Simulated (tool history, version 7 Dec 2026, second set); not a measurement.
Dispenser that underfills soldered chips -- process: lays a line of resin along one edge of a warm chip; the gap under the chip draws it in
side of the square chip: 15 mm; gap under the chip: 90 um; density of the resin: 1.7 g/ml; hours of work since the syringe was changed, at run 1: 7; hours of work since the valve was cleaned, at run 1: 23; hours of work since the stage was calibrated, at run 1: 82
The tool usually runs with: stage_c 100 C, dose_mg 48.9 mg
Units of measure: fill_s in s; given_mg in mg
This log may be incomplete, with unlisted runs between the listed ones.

run	hour	stage_c	dose_mg	hours of work since the syringe was changed	hours of work since the valve was cleaned	hours of work since the stage was calibrated	fill_s	given_mg
1	0	100	48.9	7	23	82	199	48.06
# hour 2.3: new syringe of resin
2	6.3	100	48.9	3	27	86	137.4	47.95
3	10.6	96	48.9	6	30	89	191.4	47.9
4	14.5	96	48.9	8	32	91	234.2	47.58
# hour 15.4: new syringe of resin
5	21.5	100	48.9	4	37	96	154.5	47.49
# hour 28.8: new syringe of resin
6	29.6	100	48.9	1	42	101	118.8	47.43
7	33	112	48.9	3	44	103	101.6	46.98
8	39.3	100	48.9	7	49	108	200.1	47.15
# hour 42.2: new syringe of resin
9	45.8	100	48.9	2	53	112	135.6	46.72
10	49.7	100	48.9	5	56	115	165.2	46.67
# hour 55.6: new syringe of resin
11	57.7	100	48.9	1	61	120	129.3	46.18
12	62.2	100	43.6	5	64	123	165	41.14
13	68.1	100	43.6	9	68	127	223.8	41.03
# hour 68.7: new syringe of resin
14	74	100	47.3	4	72	131	149.8	44.36
15	81	100	47.3	8	76	135	218.8	44.13
# hour 81.7: new syringe of resin
16	86.6	96	60.9	3	80	139	156	57.02
17	92.1	91	54.6	7	84	143	243.9	50.74
# hour 94.7: new syringe of resin
18	96.3	91	54.6	1	86	145	160.3	50.38
19	104.2	108	57.1	6	92	151	145.8	52.63
# hour 108: new syringe of resin
20	111.7	102	53.8	3	97	156	131.4	49.31
21	115	102	53.8	5	99	158	150.1	49.19

Each row is a separate what-if for the run after 21, all from the same tool condition, not one after another. Results?
# hour 121.2: new syringe of resin
A	121.5	106	48.9	0	103	162	?	?
# hour 121.2: new syringe of resin
B	121.5	102	60.6	0	103	162	?	?
# hour 121.2: new syringe of resin
C	121.5	89	56.9	0	103	162	?	?
# hour 121.2: new syringe of resin
D	121.5	98	48.9	0	103	162	?	?

run	fill_s	given_mg
A	96.9	44.54
B	105.1	55.6
C	155.1	51.9
D	122	44.14
Take away the tool's hidden state, keep each run's random variation, and the runs would have read:
run	fill_s	given_mg
A	95.4	48.89
B	105.1	61.04
C	154.7	56.98
D	120.1	48.46

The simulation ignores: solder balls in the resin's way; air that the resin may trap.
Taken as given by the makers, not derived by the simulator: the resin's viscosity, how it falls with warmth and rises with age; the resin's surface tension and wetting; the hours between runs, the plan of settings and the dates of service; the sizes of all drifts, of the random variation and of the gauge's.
